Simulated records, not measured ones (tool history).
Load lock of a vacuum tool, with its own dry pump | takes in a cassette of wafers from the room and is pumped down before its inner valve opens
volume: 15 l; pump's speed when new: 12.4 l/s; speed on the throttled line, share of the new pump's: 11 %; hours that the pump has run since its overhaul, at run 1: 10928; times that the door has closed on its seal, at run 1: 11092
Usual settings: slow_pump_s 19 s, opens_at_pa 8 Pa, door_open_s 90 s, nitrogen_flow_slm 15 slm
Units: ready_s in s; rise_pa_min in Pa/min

| run | hour | slow_pump_s | opens_at_pa | door_open_s | nitrogen_flow_slm | hours that the pump has run since its overhaul | times that the door has closed on its seal | incoming humidity of the room's air, % | ready_s | rise_pa_min |
|---|---|---|---|---|---|---|---|---|---|---|
| 1 | 0 | 19 | 8 | 90 | 15 | 10928 | 11092 | 45.6 | 28.4 | 0.077 |
| 2 | 437.7 | 19 | 8 | 90 | 15 | 11366 | 11705 | 44.6 | 28.6 | 0.073 |
| 3 | 630.1 | 19 | 8 | 90 | 15 | 11558 | 11975 | 45.4 | 28.4 | 0.075 |
| 4 | 904.8 | 19 | 8 | 90 | 15 | 11833 | 12359 | 38.7 | 28.3 | 0.068 |
| 5 | 1326.3 | 19 | 8 | 90 | 15 | 12255 | 12950 | 45 | 28.5 | 0.081 |
| 6 | 1711.6 | 19 | 8 | 90 | 15 | 12640 | 13489 | 46.5 | 28.3 | 0.078 |
| 7 | 2091.1 | 19 | 8 | 90 | 15 | 13019 | 14021 | 43.3 | 28.8 | 0.073 |
| 8 | 2471.9 | 19 | 8 | 90 | 15 | 13400 | 14554 | 47.3 | 28.6 | 0.079 |
| 9 | 2928.9 | 19 | 8 | 90 | 15 | 13857 | 15194 | 40.4 | 28.4 | 0.068 |
| 10 | 3306.1 | 19 | 8 | 90 | 7 | 14234 | 15723 | 43.2 | 28.4 | 0.089 |
| 11 | 3662.8 | 19 | 12 | 90 | 7 | 14591 | 16222 | 46.6 | 28 | 0.09 |
| 12 | 4107.9 | 19 | 12 | 90 | 7 | 15036 | 16846 | 47.5 | 28.4 | 0.095 |
| 13 | 4414.7 | 19 | 12 | 90 | 7 | 15343 | 17275 | 43.2 | 28 | 0.092 |
| 14 | 4800.8 | 19 | 12 | 90 | 7 | 15729 | 17816 | 43.1 | 27.8 | 0.089 |
| 15 | 5209.1 | 17 | 8 | 90 | 15 | 16137 | 18388 | 45.7 | 26.7 | 0.076 |
| 16 | 5486.6 | 19 | 6 | 90 | 15 | 16415 | 18777 | 44.4 | 28.8 | 0.073 |
| 17 | 5896.9 | 18 | 8 | 90 | 15 | 16825 | 19351 | 48.2 | 27.5 | 0.086 |
| 18 | 6224.1 | 18 | 8 | 90 | 15 | 17152 | 19810 | 42.5 | 27.6 | 0.067 |
| 19 | 6598.5 | 18 | 8 | 90 | 15 | 17527 | 20334 | 48 | 27.6 | 0.081 |
| 20 | 6791 | 18 | 8 | 90 | 15 | 17719 | 20603 | 48.4 | 27.4 | 0.084 |

Run 21 comes next. What will it give?
|  | 6959.4 | dry pump taken out, an overhauled one fitted |
| 21 | 7112.7 | 19 | 8 | 63 | 10 | 153 | 21046 | 41.9 | ? | ? |

Run 21 gave ready_s 28.1 s, rise_pa_min 0.069 Pa/min.
Without the tool's hidden state the same run would have given ready_s 28.1 s, rise_pa_min 0.068 Pa/min.
